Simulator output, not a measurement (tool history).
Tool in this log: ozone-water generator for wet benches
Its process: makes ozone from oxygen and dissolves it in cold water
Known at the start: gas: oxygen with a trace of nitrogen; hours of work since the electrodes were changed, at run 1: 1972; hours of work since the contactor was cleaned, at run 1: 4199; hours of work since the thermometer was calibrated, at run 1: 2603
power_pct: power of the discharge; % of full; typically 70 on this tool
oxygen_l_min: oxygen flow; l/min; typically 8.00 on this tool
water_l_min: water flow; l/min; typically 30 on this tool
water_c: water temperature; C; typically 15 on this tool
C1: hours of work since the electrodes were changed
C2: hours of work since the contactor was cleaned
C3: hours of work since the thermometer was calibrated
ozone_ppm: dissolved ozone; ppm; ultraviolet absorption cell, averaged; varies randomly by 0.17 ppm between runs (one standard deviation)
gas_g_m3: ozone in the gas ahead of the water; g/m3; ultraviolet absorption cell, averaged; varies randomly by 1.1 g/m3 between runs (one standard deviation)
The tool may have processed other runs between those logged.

run 1 hour=0.0 | power_pct=70 oxygen_l_min=8.00 water_l_min=30 water_c=15 | C1=1972 C2=4199 C3=2603 | ozone_ppm=20.3 gas_g_m3=172.5
-- hour=63.9 contactor cleaned
run 2 hour=106.6 | power_pct=70 oxygen_l_min=8.00 water_l_min=30 water_c=15 | C1=2064 C2=38 C3=2695 | ozone_ppm=21.1 gas_g_m3=174.6
run 3 hour=181.1 | power_pct=70 oxygen_l_min=8.00 water_l_min=30 water_c=15 | C1=2130 C2=105 C3=2761 | ozone_ppm=21.1 gas_g_m3=174.4
run 4 hour=260.1 | power_pct=70 oxygen_l_min=8.00 water_l_min=30 water_c=15 | C1=2201 C2=175 C3=2832 | ozone_ppm=20.8 gas_g_m3=173.4
-- hour=329.7 water thermometer calibrated
run 5 hour=374.7 | power_pct=70 oxygen_l_min=8.00 water_l_min=30 water_c=15 | C1=2303 C2=277 C3=40 | ozone_ppm=20.9 gas_g_m3=171.5
run 6 hour=481.2 | power_pct=70 oxygen_l_min=8.00 water_l_min=30 water_c=15 | C1=2398 C2=372 C3=135 | ozone_ppm=20.8 gas_g_m3=175.1
run 7 hour=551.2 | power_pct=70 oxygen_l_min=7.18 water_l_min=30 water_c=15 | C1=2460 C2=435 C3=198 | ozone_ppm=20.1 gas_g_m3=178.7
run 8 hour=643.2 | power_pct=46 oxygen_l_min=6.56 water_l_min=44 water_c=19 | C1=2543 C2=517 C3=280 | ozone_ppm=11.1 gas_g_m3=146.9
run 9 hour=719.1 | power_pct=91 oxygen_l_min=8.00 water_l_min=30 water_c=20 | C1=2610 C2=585 C3=348 | ozone_ppm=22.2 gas_g_m3=196.5
run 10 hour=824.0 | power_pct=79 oxygen_l_min=6.41 water_l_min=30 water_c=7 | C1=2704 C2=678 C3=441 | ozone_ppm=22.6 gas_g_m3=195.3

Alternative continuations, all from the tool just after run 10; predict every row:
run A hour=909.5 | power_pct=63 oxygen_l_min=12.17 water_l_min=30 water_c=7 | C1=2780 C2=755 C3=518 | ozone_ppm=? gas_g_m3=?
run B hour=909.5 | power_pct=79 oxygen_l_min=6.41 water_l_min=23 water_c=7 | C1=2780 C2=755 C3=518 | ozone_ppm=? gas_g_m3=?
run C hour=909.5 | power_pct=50 oxygen_l_min=4.06 water_l_min=30 water_c=15 | C1=2780 C2=755 C3=518 | ozone_ppm=? gas_g_m3=?
run D hour=909.5 | power_pct=91 oxygen_l_min=7.78 water_l_min=30 water_c=7 | C1=2780 C2=755 C3=518 | ozone_ppm=? gas_g_m3=?
run E hour=909.5 | power_pct=87 oxygen_l_min=8.00 water_l_min=35 water_c=15 | C1=2780 C2=755 C3=518 | ozone_ppm=? gas_g_m3=?

run=A ozone_ppm=23.5 gas_g_m3=140.1
run=B ozone_ppm=28.7 gas_g_m3=195.3
run=C ozone_ppm=14.1 gas_g_m3=180.0
run=D ozone_ppm=26.0 gas_g_m3=196.4
run=E ozone_ppm=20.6 gas_g_m3=190.9
What these runs would have given with no unlogged condition in the tool:
run=A ozone_ppm=25.9 gas_g_m3=152.8
run=B ozone_ppm=31.9 gas_g_m3=215.5
run=C ozone_ppm=15.3 gas_g_m3=193.9
run=D ozone_ppm=29.1 gas_g_m3=218.4
run=E ozone_ppm=23.1 gas_g_m3=211.8
